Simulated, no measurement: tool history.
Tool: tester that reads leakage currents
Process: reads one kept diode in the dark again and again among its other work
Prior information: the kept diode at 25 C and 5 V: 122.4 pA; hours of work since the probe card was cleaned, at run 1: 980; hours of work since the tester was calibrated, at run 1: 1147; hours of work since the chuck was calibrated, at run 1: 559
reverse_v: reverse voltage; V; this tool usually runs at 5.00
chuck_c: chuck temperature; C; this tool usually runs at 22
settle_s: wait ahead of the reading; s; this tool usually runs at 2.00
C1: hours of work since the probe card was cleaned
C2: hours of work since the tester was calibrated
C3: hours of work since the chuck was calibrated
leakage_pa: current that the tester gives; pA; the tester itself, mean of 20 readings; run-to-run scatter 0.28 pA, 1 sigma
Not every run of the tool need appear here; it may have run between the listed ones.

Run 1, day 0.000: usual settings; C1 980; C2 1147; C3 559. Result: leakage_pa 105.63 pA.
Run 2, day 1.900: usual settings; C1 1013; C2 1180; C3 592. Result: leakage_pa 106.74 pA.
Run 3, day 3.096: usual settings; C1 1034; C2 1201; C3 613. Result: leakage_pa 106.83 pA.
Run 4, day 4.079: usual settings; C1 1051; C2 1218; C3 630. Result: leakage_pa 106.82 pA.
Run 5, day 4.942: usual settings; C1 1066; C2 1233; C3 645. Result: leakage_pa 108.13 pA.
Run 6, day 5.879: usual settings; C1 1082; C2 1249; C3 661. Result: leakage_pa 108.38 pA.
Run 7, day 7.808: usual settings but settle_s 4.55 s; C1 1116; C2 1283; C3 695. Result: leakage_pa 108.48 pA.
Run 8, day 8.671: usual settings but settle_s 4.55 s; C1 1131; C2 1298; C3 710. Result: leakage_pa 108.72 pA.
Run 9, day 10.479: usual settings but chuck_c 44 C; C1 1162; C2 1329; C3 742. Result: leakage_pa 809.75 pA.
Run 10, day 11.375: usual settings but chuck_c 44 C; C1 1178; C2 1345; C3 757. Result: leakage_pa 811.75 pA.
Run 11, day 13.079: usual settings but reverse_v 10.31 V; C1 1208; C2 1375; C3 787. Result: leakage_pa 139.76 pA.
Run 12, day 14.171: usual settings but reverse_v 10.31 V; C1 1227; C2 1394; C3 806. Result: leakage_pa 140.33 pA.
Run 13, day 16.008: usual settings but settle_s 5.47 s; C1 1259; C2 1426; C3 838. Result: leakage_pa 111.99 pA.
Run 14, day 17.596: usual settings but settle_s 5.47 s; C1 1286; C2 1453; C3 865. Result: leakage_pa 113.54 pA.
Run 15, day 19.279: usual settings but settle_s 5.47 s; C1 1316; C2 1483; C3 895. Result: leakage_pa 113.83 pA.
Run 16, day 20.371: usual settings but chuck_c 30 C, settle_s 2.16 s; C1 1335; C2 1502; C3 914. Result: leakage_pa 244.06 pA.
Run 17, day 21.467: usual settings but chuck_c 30 C, settle_s 2.16 s; C1 1354; C2 1521; C3 933. Result: leakage_pa 244.76 pA.
At day 23.129: chuck's temperature calibrated.
Run 18, day 23.129: usual settings but reverse_v 3.88 V, chuck_c 58 C, settle_s 3.85 s; C1 1381; C2 1548; C3 0. Result: leakage_pa 2029.46 pA.
Run 19, day 25.121: usual settings but reverse_v 1.50 V, chuck_c 34 C, settle_s 0.69 s; C1 1416; C2 1583; C3 35. Result: leakage_pa 200.29 pA.
Run 20, day 26.500: usual settings but reverse_v 19.10 V, chuck_c 38 C; C1 1440; C2 1607; C3 59. Result: leakage_pa 628.75 pA.
Run 21, day 28.229: usual settings but reverse_v 11.26 V, chuck_c 33 C, settle_s 6.89 s; C1 1470; C2 1637; C3 89. Result: leakage_pa 340.22 pA.
Run 22, day 30.000: usual settings but reverse_v 11.26 V, chuck_c 33 C, settle_s 8.40 s; C1 1501; C2 1668; C3 120. Result: leakage_pa 344.36 pA.
Run 23, day 30.988: usual settings but reverse_v 11.26 V, chuck_c 33 C, settle_s 8.40 s; C1 1518; C2 1685; C3 137. Result: leakage_pa 343.02 pA.

Run 24, settings as shown, results not yet in. Your forecast:
Run 24, day 32.533: usual settings but reverse_v 11.26 V, chuck_c 26 C, settle_s 2.79 s; C1 1545; C2 1712; C3 164. Result: leakage_pa ?.

{"run 24": {"leakage_pa": 180.95}}
Had the tool carried no hidden state, the very same run would have given leakage_pa 173.45 pA.

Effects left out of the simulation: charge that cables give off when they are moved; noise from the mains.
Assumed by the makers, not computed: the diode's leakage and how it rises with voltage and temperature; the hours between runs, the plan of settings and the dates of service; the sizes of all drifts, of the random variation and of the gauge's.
